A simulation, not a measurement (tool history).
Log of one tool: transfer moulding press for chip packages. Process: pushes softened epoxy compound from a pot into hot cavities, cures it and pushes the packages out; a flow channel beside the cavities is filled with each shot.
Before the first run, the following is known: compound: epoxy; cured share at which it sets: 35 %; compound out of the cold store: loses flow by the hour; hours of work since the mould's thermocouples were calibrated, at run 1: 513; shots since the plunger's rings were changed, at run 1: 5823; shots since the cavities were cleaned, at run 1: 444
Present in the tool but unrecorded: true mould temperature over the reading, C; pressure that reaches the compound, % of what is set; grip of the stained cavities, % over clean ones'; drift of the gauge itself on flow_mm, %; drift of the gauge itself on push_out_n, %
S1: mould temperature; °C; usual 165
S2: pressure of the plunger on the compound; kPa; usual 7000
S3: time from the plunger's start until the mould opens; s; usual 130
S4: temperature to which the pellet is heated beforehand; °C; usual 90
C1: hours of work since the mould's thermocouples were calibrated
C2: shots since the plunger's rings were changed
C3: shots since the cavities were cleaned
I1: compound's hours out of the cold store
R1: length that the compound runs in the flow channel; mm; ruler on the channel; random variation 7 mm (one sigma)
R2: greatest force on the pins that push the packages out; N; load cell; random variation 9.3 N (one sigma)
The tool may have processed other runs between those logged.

Run 1, hour 0.0: usual settings; C1 513; C2 5823; C3 444; I1 39.6. Result: R1 737 mm, R2 552 N.
At hour 13.6: cavities cleaned with cleaning compound and waxed.
Run 2, hour 38.9: usual settings; C1 541; C2 6239; C3 282; I1 11.8. Result: R1 770 mm, R2 526 N.
At hour 63.6: cavities cleaned with cleaning compound and waxed.
At hour 73.3: plunger's sealing rings changed.
Run 3, hour 98.4: usual settings but S4 89 °C; C1 584; C2 280; C3 360; I1 25.3. Result: R1 803 mm, R2 537 N.
At hour 115.9: cavities cleaned with cleaning compound and waxed.
Run 4, hour 136.6: usual settings but S4 89 °C; C1 611; C2 689; C3 231; I1 38.1. Result: R1 779 mm, R2 490 N.
At hour 166.4: cavities cleaned with cleaning compound and waxed.
Run 5, hour 168.3: usual settings but S4 81 °C; C1 634; C2 1024; C3 20; I1 18.4. Result: R1 819 mm, R2 426 N.
Run 6, hour 196.9: usual settings but S4 81 °C; C1 656; C2 1343; C3 339; I1 38.0. Result: R1 777 mm, R2 558 N.
At hour 217.7: cavities cleaned with cleaning compound and waxed.
Run 7, hour 250.0: usual settings but S2 7040 kPa, S4 81 °C; C1 695; C2 1917; C3 359; I1 9.6. Result: R1 836 mm, R2 539 N.
At hour 266.6: cavities cleaned with cleaning compound and waxed.
Run 8, hour 302.4: usual settings but S4 98 °C; C1 734; C2 2484; C3 398; I1 24.8. Result: R1 785 mm, R2 561 N.
At hour 316.6: cavities cleaned with cleaning compound and waxed.
Run 9, hour 354.5: usual settings but S2 7920 kPa, S4 98 °C; C1 772; C2 3047; C3 421; I1 42.1. Result: R1 804 mm, R2 528 N.
At hour 366.4: cavities cleaned with cleaning compound and waxed.
Run 10, hour 403.3: usual settings but S2 7920 kPa, S4 98 °C; C1 808; C2 3574; C3 411; I1 15.2. Result: R1 837 mm, R2 555 N.
At hour 416.1: cavities cleaned with cleaning compound and waxed.
Run 11, hour 438.8: usual settings but S2 7920 kPa, S4 98 °C; C1 834; C2 3952; C3 252; I1 32.8. Result: R1 814 mm, R2 486 N.
At hour 463.4: mould's thermocouples calibrated.
At hour 470.1: cavities cleaned with cleaning compound and waxed.
Run 12, hour 486.3: usual settings but S2 7920 kPa, S4 98 °C; C1 16; C2 4442; C3 181; I1 11.8. Result: R1 860 mm, R2 492 N.
At hour 521.7: cavities cleaned with cleaning compound and waxed.
Run 13, hour 526.7: usual settings but S3 145 s; C1 46; C2 4875; C3 56; I1 32.6. Result: R1 747 mm, R2 414 N.
At hour 572.5: cavities cleaned with cleaning compound and waxed.
Run 14, hour 572.5: usual settings but S1 159 °C, S2 5950 kPa, S3 145 s; C1 79; C2 5368; C3 0; I1 39.8. Result: R1 697 mm, R2 456 N.
At hour 622.0: cavities cleaned with cleaning compound and waxed.
Run 15, hour 622.0: usual settings but S1 160 °C, S3 111 s, S4 81 °C; C1 116; C2 5902; C3 0; I1 45.2. Result: R1 738 mm, R2 701 N.
At hour 672.0: cavities cleaned with cleaning compound and waxed.
Run 16, hour 672.8: usual settings but S1 167 °C, S2 7640 kPa; C1 153; C2 6451; C3 9; I1 45.7. Result: R1 744 mm, R2 402 N.
At hour 687.9: plunger's sealing rings changed.
At hour 728.3: cavities cleaned with cleaning compound and waxed.
Run 17, hour 739.0: usual settings but S1 171 °C, S2 7640 kPa, S3 161 s; C1 200; C2 552; C3 119; I1 43.3. Result: R1 795 mm, R2 420 N.
At hour 779.4: cavities cleaned with cleaning compound and waxed.
Run 18, hour 799.1: usual settings but S1 171 °C, S2 7640 kPa, S3 161 s; C1 245; C2 1205; C3 220; I1 32.2. Result: R1 806 mm, R2 469 N.
At hour 830.0: cavities cleaned with cleaning compound and waxed.
Run 19, hour 863.4: usual settings but S1 164 °C, S2 6970 kPa, S3 144 s, S4 95 °C; C1 293; C2 1904; C3 372; I1 22.2. Result: R1 801 mm, R2 556 N.
At hour 879.2: cavities cleaned with cleaning compound and waxed.
Run 20, hour 919.2: usual settings but S1 158 °C, S2 7740 kPa; C1 334; C2 2508; C3 446; I1 13.5. Result: R1 890 mm, R2 789 N.
At hour 933.0: cavities cleaned with cleaning compound and waxed.
Run 21, hour 976.0: usual settings but S2 5480 kPa, S3 142 s; C1 376; C2 3124; C3 479; I1 41.1. Result: R1 677 mm, R2 567 N.
At hour 982.4: cavities cleaned with cleaning compound and waxed.
Run 22, hour 1013.5: usual settings but S2 6770 kPa, S4 86 °C; C1 403; C2 3525; C3 346; I1 17.9. Result: R1 790 mm, R2 545 N.
At hour 1035.6: cavities cleaned with cleaning compound and waxed.
Run 23, hour 1058.7: usual settings but S2 6770 kPa, S4 86 °C; C1 436; C2 4011; C3 257; I1 38.8. Result: R1 736 mm, R2 537 N.
At hour 1086.3: cavities cleaned with cleaning compound and waxed.
Run 24, hour 1110.9: usual settings but S2 6110 kPa, S4 98 °C; C1 475; C2 4575; C3 273; I1 17.9. Result: R1 731 mm, R2 535 N.
At hour 1137.6: cavities cleaned with cleaning compound and waxed.
Run 25, hour 1158.1: usual settings but S4 87 °C; C1 509; C2 5084; C3 228; I1 29.8. Result: R1 764 mm, R2 499 N.

Forecast each of these 4 alternatives for the next run:
At hour 1189.4: cavities cleaned with cleaning compound and waxed.
Run A, hour 1212.2: usual settings but S1 166 °C, S2 7370 kPa, S3 159 s; C1 549; C2 5669; C3 254; I1 29.5. Result: R1 ?, R2 ?.
At hour 1189.4: cavities cleaned with cleaning compound and waxed.
Run B, hour 1212.2: usual settings but S4 85 °C; C1 549; C2 5669; C3 254; I1 20.1. Result: R1 ?, R2 ?.
At hour 1189.4: cavities cleaned with cleaning compound and waxed.
Run C, hour 1212.2: usual settings but S2 8000 kPa, S4 88 °C; C1 549; C2 5669; C3 254; I1 33.0. Result: R1 ?, R2 ?.
At hour 1189.4: cavities cleaned with cleaning compound and waxed.
Run D, hour 1212.2: usual settings but S4 92 °C; C1 549; C2 5669; C3 254; I1 47.0. Result: R1 ?, R2 ?.

run   R1   R2
  A  773  493
  B  779  516
  C  793  518
  D  727  505
Without the tool's hidden state the same runs would have given:
run   R1   R2
  A  825  388
  B  831  416
  C  847  418
  D  777  406
